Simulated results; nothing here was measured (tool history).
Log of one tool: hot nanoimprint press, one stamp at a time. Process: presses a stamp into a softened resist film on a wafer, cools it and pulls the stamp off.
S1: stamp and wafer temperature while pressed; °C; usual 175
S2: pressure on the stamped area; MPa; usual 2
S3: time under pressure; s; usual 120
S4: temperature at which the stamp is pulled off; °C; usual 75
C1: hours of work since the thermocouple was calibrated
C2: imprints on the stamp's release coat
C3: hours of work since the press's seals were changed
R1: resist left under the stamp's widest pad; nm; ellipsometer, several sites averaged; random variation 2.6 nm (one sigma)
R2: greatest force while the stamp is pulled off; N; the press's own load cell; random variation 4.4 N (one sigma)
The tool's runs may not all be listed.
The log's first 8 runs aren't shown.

run,hour,S1,S2,S3,S4,C1,C2,C3,R1,R2
# hour 143.8: plate thermocouple calibrated, once more
9,156.8,175,2,120,75,9,652,763,426.6,239
10,173.3,175,2,120,75,20,701,774,430.3,234
11,189.4,175,2,120,75,31,749,785,423.8,246
12,214.2,175,2,120,75,47,822,802,427.5,248
13,229.2,175,2,130,75,57,867,812,415.6,251
14,249.9,175,2,130,75,71,928,826,420.5,249
15,263.4,175,2.04,120,75,80,968,835,427.8,253
16,289.9,169,2,180,61,98,1047,853,473.3,285
17,310.7,168,2,70,75,112,1109,867,588.1,268
18,330,172,1.28,180,61,125,1166,880,490.3,288
19,343.7,175,2,70,80,134,1206,889,497.8,252
20,361.5,175,1.42,120,75,146,1259,901,487.4,267
21,381.6,175,1.42,120,72,159,1319,914,484.9,268
22,401.2,175,1.42,120,72,173,1377,927,482.1,274
23,421.7,175,2,94,75,186,1438,941,466.4,255
24,448.3,175,2,94,75,204,1517,959,475.7,277
25,467.9,175,2,94,75,217,1574,972,471.8,273
26,481.7,175,2,94,75,227,1615,981,471.3,279
27,507.6,175,1.64,94,72,244,1692,999,505.3,283
28,523,180,2.05,120,69,254,1738,1009,372.2,288
# hour 538.7: stamp cleaned and given a new release coat
29,555.2,180,2.05,120,63,272,50,1027,372.2,242
30,574.2,166,2,120,75,285,106,1039,572.5,224

3 ways to go on from here, each from the tool as it stands after run 30. What would each give?
# hour 597.8: press's hydraulic seals changed and the load cell set to zero
A,606.7,185,2,139,75,301,178,6,?,?
# hour 597.8: press's hydraulic seals changed and the load cell set to zero
B,606.7,170,1.82,112,75,301,178,6,?,?
# hour 597.8: press's hydraulic seals changed and the load cell set to zero
C,606.7,175,2.05,120,75,301,178,6,?,?

run,R1,R2
A,288.8,228
B,530.3,227
C,434.5,224
Without the tool's hidden state the same runs would have given:
run,R1,R2
A,273,219
B,509.9,218
C,413,215
